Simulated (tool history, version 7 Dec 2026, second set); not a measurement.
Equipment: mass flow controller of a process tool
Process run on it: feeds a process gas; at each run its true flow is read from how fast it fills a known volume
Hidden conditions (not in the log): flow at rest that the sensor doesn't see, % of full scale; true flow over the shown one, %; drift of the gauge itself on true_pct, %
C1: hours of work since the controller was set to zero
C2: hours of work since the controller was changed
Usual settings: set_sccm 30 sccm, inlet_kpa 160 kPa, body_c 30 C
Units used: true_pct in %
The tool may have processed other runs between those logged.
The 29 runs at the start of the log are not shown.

{"run": 30, "hour": 10229.5, "set_sccm": 30, "inlet_kpa": 170, "body_c": 27, "C1": 1336, "C2": 8390, "true_pct": 97.68}
{"run": 31, "hour": 10476.9, "set_sccm": 5, "inlet_kpa": 160, "body_c": 30, "C1": 1505, "C2": 8559, "true_pct": 99.22}
{"run": 32, "hour": 10747.2, "set_sccm": 23, "inlet_kpa": 160, "body_c": 30, "C1": 1690, "C2": 8744, "true_pct": 97.39}
{"hour": 10824.8, "done": "controller exchanged for a calibrated one"}
{"run": 33, "hour": 11178.6, "set_sccm": 23, "inlet_kpa": 160, "body_c": 30, "C1": 242, "C2": 242, "true_pct": 99.32}
{"run": 34, "hour": 11626.7, "set_sccm": 8, "inlet_kpa": 177, "body_c": 25, "C1": 548, "C2": 548, "true_pct": 100.07}
{"run": 35, "hour": 11949.7, "set_sccm": 7, "inlet_kpa": 160, "body_c": 33, "C1": 769, "C2": 769, "true_pct": 99.38}
{"run": 36, "hour": 12378.6, "set_sccm": 30, "inlet_kpa": 233, "body_c": 35, "C1": 1062, "C2": 1062, "true_pct": 98.55}
{"run": 37, "hour": 12735.5, "set_sccm": 30, "inlet_kpa": 253, "body_c": 29, "C1": 1306, "C2": 1306, "true_pct": 99.37}
{"run": 38, "hour": 13039.8, "set_sccm": 30, "inlet_kpa": 257, "body_c": 36, "C1": 1514, "C2": 1514, "true_pct": 98.47}
{"run": 39, "hour": 13451.9, "set_sccm": 30, "inlet_kpa": 163, "body_c": 36, "C1": 1795, "C2": 1795, "true_pct": 98.61}
{"run": 40, "hour": 13658.0, "set_sccm": 30, "inlet_kpa": 163, "body_c": 36, "C1": 1936, "C2": 1936, "true_pct": 98.8}
{"run": 41, "hour": 14139.6, "set_sccm": 30, "inlet_kpa": 163, "body_c": 36, "C1": 2265, "C2": 2265, "true_pct": 98.85}
{"run": 42, "hour": 14552.7, "set_sccm": 30, "inlet_kpa": 163, "body_c": 36, "C1": 2548, "C2": 2548, "true_pct": 98.71}
{"run": 43, "hour": 14760.1, "set_sccm": 11, "inlet_kpa": 234, "body_c": 23, "C1": 2689, "C2": 2689, "true_pct": 101.13}
{"run": 44, "hour": 15257.6, "set_sccm": 30, "inlet_kpa": 171, "body_c": 30, "C1": 3029, "C2": 3029, "true_pct": 99.39}
{"run": 45, "hour": 15463.2, "set_sccm": 30, "inlet_kpa": 231, "body_c": 35, "C1": 3170, "C2": 3170, "true_pct": 98.7}
{"run": 46, "hour": 15853.3, "set_sccm": 23, "inlet_kpa": 218, "body_c": 20, "C1": 3436, "C2": 3436, "true_pct": 100.64}
{"run": 47, "hour": 16347.8, "set_sccm": 23, "inlet_kpa": 218, "body_c": 20, "C1": 3774, "C2": 3774, "true_pct": 100.77}
{"run": 48, "hour": 16782.7, "set_sccm": 13, "inlet_kpa": 160, "body_c": 30, "C1": 4072, "C2": 4072, "true_pct": 100.69}
{"run": 49, "hour": 17161.6, "set_sccm": 13, "inlet_kpa": 160, "body_c": 30, "C1": 4331, "C2": 4331, "true_pct": 100.68}

Here are 3 independent what-if runs from the current tool condition. What would each one return?
{"run": "A", "hour": 17564.8, "set_sccm": 16, "inlet_kpa": 160, "body_c": 30, "C1": 4606, "C2": 4606, "true_pct": "?"}
{"run": "B", "hour": 17564.8, "set_sccm": 10, "inlet_kpa": 219, "body_c": 25, "C1": 4606, "C2": 4606, "true_pct": "?"}
{"run": "C", "hour": 17564.8, "set_sccm": 7, "inlet_kpa": 222, "body_c": 20, "C1": 4606, "C2": 4606, "true_pct": "?"}

run=A true_pct=100.30
run=B true_pct=102.03
run=C true_pct=104.10
Without the tool's unlogged condition, the same runs would have read:
run=A true_pct=99.02
run=B true_pct=99.40
run=C true_pct=99.93
